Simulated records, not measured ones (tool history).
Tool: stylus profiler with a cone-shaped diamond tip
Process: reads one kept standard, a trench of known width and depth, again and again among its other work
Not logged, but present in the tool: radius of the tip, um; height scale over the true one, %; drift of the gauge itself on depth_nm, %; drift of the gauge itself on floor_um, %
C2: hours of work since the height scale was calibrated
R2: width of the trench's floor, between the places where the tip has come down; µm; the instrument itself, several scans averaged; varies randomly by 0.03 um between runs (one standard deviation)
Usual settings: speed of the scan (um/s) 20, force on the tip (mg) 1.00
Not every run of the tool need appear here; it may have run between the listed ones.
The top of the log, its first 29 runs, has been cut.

run 30 hour=300.8 | speed_of_the_scan_(um/s)=42 force_on_the_tip_(mg)=1.71 | scans_with_this_tip=9093 C2=1265 | depth_of_the_trench_(Å)=10036.6 R2=13.48
-- hour=316.7 new tip fitted, height scale calibrated
run 31 hour=318.0 | speed_of_the_scan_(um/s)=9 force_on_the_tip_(mg)=0.60 | scans_with_this_tip=6 C2=1 | depth_of_the_trench_(Å)=10036.3 R2=16.44
run 32 hour=328.9 | speed_of_the_scan_(um/s)=12 force_on_the_tip_(mg)=0.74 | scans_with_this_tip=62 C2=9 | depth_of_the_trench_(Å)=10044.6 R2=16.39
run 33 hour=344.1 | speed_of_the_scan_(um/s)=12 force_on_the_tip_(mg)=0.74 | scans_with_this_tip=141 C2=20 | depth_of_the_trench_(Å)=10043.1 R2=16.43
run 34 hour=358.9 | speed_of_the_scan_(um/s)=12 force_on_the_tip_(mg)=0.74 | scans_with_this_tip=217 C2=30 | depth_of_the_trench_(Å)=10044.6 R2=16.34
run 35 hour=374.6 | speed_of_the_scan_(um/s)=21 force_on_the_tip_(mg)=0.98 | scans_with_this_tip=297 C2=41 | depth_of_the_trench_(Å)=10050.4 R2=16.30
run 36 hour=385.4 | speed_of_the_scan_(um/s)=21 force_on_the_tip_(mg)=0.98 | scans_with_this_tip=352 C2=49 | depth_of_the_trench_(Å)=10046.9 R2=16.27
run 37 hour=397.7 | speed_of_the_scan_(um/s)=31 force_on_the_tip_(mg)=0.45 | scans_with_this_tip=416 C2=58 | depth_of_the_trench_(Å)=10025.5 R2=16.10
run 38 hour=406.7 | speed_of_the_scan_(um/s)=39 force_on_the_tip_(mg)=0.47 | scans_with_this_tip=462 C2=64 | depth_of_the_trench_(Å)=10026.1 R2=15.99
run 39 hour=417.5 | speed_of_the_scan_(um/s)=10 force_on_the_tip_(mg)=1.53 | scans_with_this_tip=517 C2=72 | depth_of_the_trench_(Å)=10071.7 R2=16.28
run 40 hour=425.6 | speed_of_the_scan_(um/s)=7 force_on_the_tip_(mg)=1.53 | scans_with_this_tip=559 C2=78 | depth_of_the_trench_(Å)=10068.1 R2=16.30
run 41 hour=436.0 | speed_of_the_scan_(um/s)=25 force_on_the_tip_(mg)=0.96 | scans_with_this_tip=613 C2=85 | depth_of_the_trench_(Å)=10050.1 R2=16.12
run 42 hour=449.3 | speed_of_the_scan_(um/s)=10 force_on_the_tip_(mg)=1.26 | scans_with_this_tip=681 C2=95 | depth_of_the_trench_(Å)=10058.1 R2=16.24
run 43 hour=463.7 | speed_of_the_scan_(um/s)=10 force_on_the_tip_(mg)=1.26 | scans_with_this_tip=755 C2=105 | depth_of_the_trench_(Å)=10058.1 R2=16.19
run 44 hour=470.4 | speed_of_the_scan_(um/s)=35 force_on_the_tip_(mg)=0.95 | scans_with_this_tip=789 C2=110 | depth_of_the_trench_(Å)=10044.9 R2=16.03

Run 45, settings as shown, results not yet in. Your forecast:
run 45 hour=479.8 | speed_of_the_scan_(um/s)=13 force_on_the_tip_(mg)=2.47 | scans_with_this_tip=837 C2=117 | depth_of_the_trench_(Å)=? R2=?

depth of the trench (Å): 10094.8
R2: 16.12 µm
With the hidden condition absent and the run-to-run variation left alone, this run would have shown depth of the trench (Å) 10101.2, R2 16.45 µm.
